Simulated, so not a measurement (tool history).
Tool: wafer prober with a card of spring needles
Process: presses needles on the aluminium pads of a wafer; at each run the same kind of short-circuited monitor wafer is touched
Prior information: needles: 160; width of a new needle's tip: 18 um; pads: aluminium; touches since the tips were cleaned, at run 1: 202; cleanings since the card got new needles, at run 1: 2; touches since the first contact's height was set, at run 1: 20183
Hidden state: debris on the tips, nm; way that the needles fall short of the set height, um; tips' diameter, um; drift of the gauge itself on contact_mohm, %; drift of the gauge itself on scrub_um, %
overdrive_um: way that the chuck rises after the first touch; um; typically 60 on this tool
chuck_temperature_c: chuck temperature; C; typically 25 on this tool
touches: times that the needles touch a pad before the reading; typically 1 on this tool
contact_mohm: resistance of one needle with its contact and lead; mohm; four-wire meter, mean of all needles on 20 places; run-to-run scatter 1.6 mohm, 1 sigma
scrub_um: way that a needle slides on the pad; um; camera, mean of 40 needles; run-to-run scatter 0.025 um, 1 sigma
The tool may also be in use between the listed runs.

| run | hour | overdrive_um | chuck_temperature_c | touches | touches since the tips were cleaned | cleanings since the card got new needles | touches since the first contact's height was set | contact_mohm | scrub_um |
|---|---|---|---|---|---|---|---|---|---|
| 1 | 0 | 60 | 25 | 1 | 202 | 2 | 20183 | 156 | 13.23 |
|  | 18.7 | tips cleaned on abrasive film |
| 2 | 19.6 | 60 | 25 | 1 | 424 | 3 | 29447 | 152 | 13.22 |
| 3 | 34.2 | 60 | 25 | 1 | 7404 | 3 | 36427 | 154 | 13.24 |
|  | 39 | tips cleaned on abrasive film |
| 4 | 54.5 | 60 | 25 | 1 | 7380 | 4 | 46037 | 156 | 13.24 |
|  | 58.1 | tips cleaned on abrasive film |
| 5 | 75.8 | 60 | 25 | 1 | 8428 | 5 | 56108 | 154 | 13.26 |
|  | 77.9 | tips cleaned on abrasive film |
| 6 | 93.8 | 60 | 25 | 1 | 7572 | 6 | 64626 | 154 | 13.25 |
|  | 98.1 | tips cleaned on abrasive film |
| 7 | 112.8 | 60 | 25 | 1 | 6995 | 7 | 73617 | 154 | 13.23 |
|  | 116.9 | tips cleaned on abrasive film |
| 8 | 127.9 | 60 | 25 | 1 | 5234 | 8 | 80796 | 155 | 13.24 |
|  | 136 | tips cleaned on abrasive film |
| 9 | 143.5 | 60 | 25 | 1 | 3607 | 9 | 88181 | 153 | 13.26 |
|  | 155 | tips cleaned on abrasive film |
| 10 | 155 | 80 | 124 | 2 | 0 | 10 | 93584 | 169 | 17.73 |
| 11 | 170.8 | 80 | 31 | 3 | 7519 | 10 | 101103 | 152 | 17.67 |
|  | 175.4 | tips cleaned on abrasive film |
| 12 | 180.1 | 80 | 31 | 3 | 2228 | 11 | 105475 | 150 | 17.61 |
| 13 | 193.7 | 80 | 104 | 2 | 8699 | 11 | 111946 | 168 | 17.69 |
|  | 194.7 | tips cleaned on abrasive film |
| 14 | 208.2 | 80 | 104 | 2 | 6441 | 12 | 118826 | 163 | 17.67 |
|  | 214.3 | tips cleaned on abrasive film |
| 15 | 224.8 | 60 | 103 | 3 | 4993 | 13 | 126657 | 170 | 13.25 |
|  | 233.3 | tips cleaned on abrasive film |
| 16 | 244.9 | 60 | 57 | 1 | 5549 | 14 | 136206 | 162 | 13.23 |
|  | 252.1 | tips cleaned on abrasive film |
| 17 | 259.2 | 60 | 40 | 1 | 3378 | 15 | 142926 | 159 | 13.29 |

4 options for the next run, each taken on its own from the tool as it stands now. Forecast them:
|  | 270.9 | tips cleaned on abrasive film |
| A | 277.1 | 60 | 40 | 1 | 2973 | 16 | 151427 | ? | ? |
|  | 270.9 | tips cleaned on abrasive film |
| B | 277.1 | 60 | 27 | 1 | 2973 | 16 | 151427 | ? | ? |
|  | 270.9 | tips cleaned on abrasive film |
| C | 277.1 | 54 | 59 | 2 | 2973 | 16 | 151427 | ? | ? |
|  | 270.9 | tips cleaned on abrasive film |
| D | 277.1 | 66 | 63 | 1 | 2973 | 16 | 151427 | ? | ? |

| run | contact_mohm | scrub_um |
|---|---|---|
| A | 157 | 13.26 |
| B | 157 | 13.27 |
| C | 165 | 11.89 |
| D | 163 | 14.59 |
Take away the tool's hidden state, keep each run's random variation, and the runs would have read:
| run | contact_mohm | scrub_um |
|---|---|---|
| A | 157 | 13.26 |
| B | 157 | 13.27 |
| C | 165 | 11.89 |
| D | 163 | 14.59 |
